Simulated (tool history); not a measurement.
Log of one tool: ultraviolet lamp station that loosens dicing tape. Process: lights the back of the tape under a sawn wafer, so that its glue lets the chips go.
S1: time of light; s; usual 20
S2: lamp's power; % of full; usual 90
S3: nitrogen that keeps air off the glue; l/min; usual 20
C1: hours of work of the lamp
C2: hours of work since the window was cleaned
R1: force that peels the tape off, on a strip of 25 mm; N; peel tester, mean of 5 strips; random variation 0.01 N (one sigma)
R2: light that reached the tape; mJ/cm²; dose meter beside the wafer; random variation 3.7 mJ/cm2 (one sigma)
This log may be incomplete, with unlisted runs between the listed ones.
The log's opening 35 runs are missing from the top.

| run | day | S1 | S2 | S3 | C1 | C2 | R1 | R2 |
|---|---|---|---|---|---|---|---|---|
| 36 | 102.475 | 20 | 75 | 20 | 47 | 438 | 0.88 | 440 |
|  | 102.683 | window cleaned of glue's vapour |
| 37 | 106.704 | 20 | 90 | 9 | 118 | 68 | 0.881 | 594 |
| 38 | 110.462 | 20 | 90 | 9 | 181 | 131 | 0.977 | 575 |
| 39 | 114.388 | 10 | 99 | 8 | 247 | 197 | 2.251 | 306 |
| 40 | 117.354 | 10 | 99 | 8 | 297 | 247 | 2.245 | 298 |
| 41 | 119.154 | 10 | 99 | 8 | 327 | 277 | 2.341 | 288 |
| 42 | 121.496 | 13 | 66 | 14 | 366 | 317 | 2.185 | 250 |
| 43 | 125.696 | 20 | 90 | 15 | 437 | 387 | 0.861 | 498 |

What if the next run were any one of these 3? Each begins from the tool's condition after run 43:
| A | 128.55 | 21 | 90 | 21 | 485 | 435 | ? | ? |
| B | 128.55 | 19 | 69 | 22 | 485 | 435 | ? | ? |
| C | 128.55 | 20 | 98 | 8 | 485 | 435 | ? | ? |

| run | R1 | R2 |
|---|---|---|
| A | 0.684 | 504 |
| B | 1.236 | 350 |
| C | 1.146 | 521 |
The same runs, with their run-to-run variation unchanged, on a tool lacking any hidden condition would have given:
| run | R1 | R2 |
|---|---|---|
| A | 0.384 | 658 |
| B | 0.798 | 457 |
| C | 0.73 | 680 |
